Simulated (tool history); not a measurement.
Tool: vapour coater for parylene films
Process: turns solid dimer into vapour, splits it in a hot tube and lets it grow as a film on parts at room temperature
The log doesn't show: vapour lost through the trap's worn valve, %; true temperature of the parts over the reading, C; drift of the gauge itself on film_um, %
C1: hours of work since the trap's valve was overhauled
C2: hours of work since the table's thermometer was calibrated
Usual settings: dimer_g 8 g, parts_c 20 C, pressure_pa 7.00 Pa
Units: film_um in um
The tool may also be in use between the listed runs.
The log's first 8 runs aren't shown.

Run 9, hour 80.0: usual settings but dimer_g 11 g; C1 171; C2 153. Result: film_um 3.66 um.
Run 10, hour 92.9: usual settings but dimer_g 13 g; C1 179; C2 161. Result: film_um 4.33 um.
Run 11, hour 105.6: usual settings; C1 187; C2 169. Result: film_um 2.66 um.
Run 12, hour 113.7: usual settings; C1 192; C2 174. Result: film_um 2.70 um.
Run 13, hour 120.5: usual settings; C1 196; C2 179. Result: film_um 2.68 um.
Run 14, hour 129.0: usual settings but dimer_g 10 g; C1 202; C2 184. Result: film_um 3.34 um.
Run 15, hour 144.3: usual settings but dimer_g 10 g; C1 211; C2 194. Result: film_um 3.38 um.
Run 16, hour 158.1: usual settings; C1 220; C2 202. Result: film_um 2.68 um.
Run 17, hour 172.8: usual settings; C1 229; C2 212. Result: film_um 2.66 um.
At hour 174.8: table's thermometer calibrated.
Run 18, hour 183.7: usual settings; C1 236; C2 6. Result: film_um 2.66 um.
Run 19, hour 192.6: usual settings; C1 241; C2 11. Result: film_um 2.68 um.
Run 20, hour 198.8: usual settings but pressure_pa 2.39 Pa; C1 245; C2 15. Result: film_um 3.30 um.
Run 21, hour 207.3: usual settings but pressure_pa 2.39 Pa; C1 251; C2 21. Result: film_um 3.35 um.
Run 22, hour 213.9: usual settings but dimer_g 6 g, parts_c 28 C, pressure_pa 4.81 Pa; C1 255; C2 25. Result: film_um 1.56 um.
Run 23, hour 225.1: usual settings but dimer_g 6 g, parts_c 28 C, pressure_pa 4.81 Pa; C1 262; C2 32. Result: film_um 1.57 um.
At hour 234.2: table's thermometer calibrated, once more.
Run 24, hour 238.1: usual settings but dimer_g 6 g, parts_c 28 C, pressure_pa 4.81 Pa; C1 269; C2 2. Result: film_um 1.57 um.
Run 25, hour 247.0: usual settings but parts_c 31 C; C1 275; C2 8. Result: film_um 1.70 um.

Forecast run 26:
Run 26, hour 260.7: usual settings but dimer_g 4 g, pressure_pa 3.75 Pa; C1 284; C2 17. Result: film_um ?.

Run 26 gave film_um 1.47 um.
Without the tool's hidden state the same run would have given film_um 1.53 um.
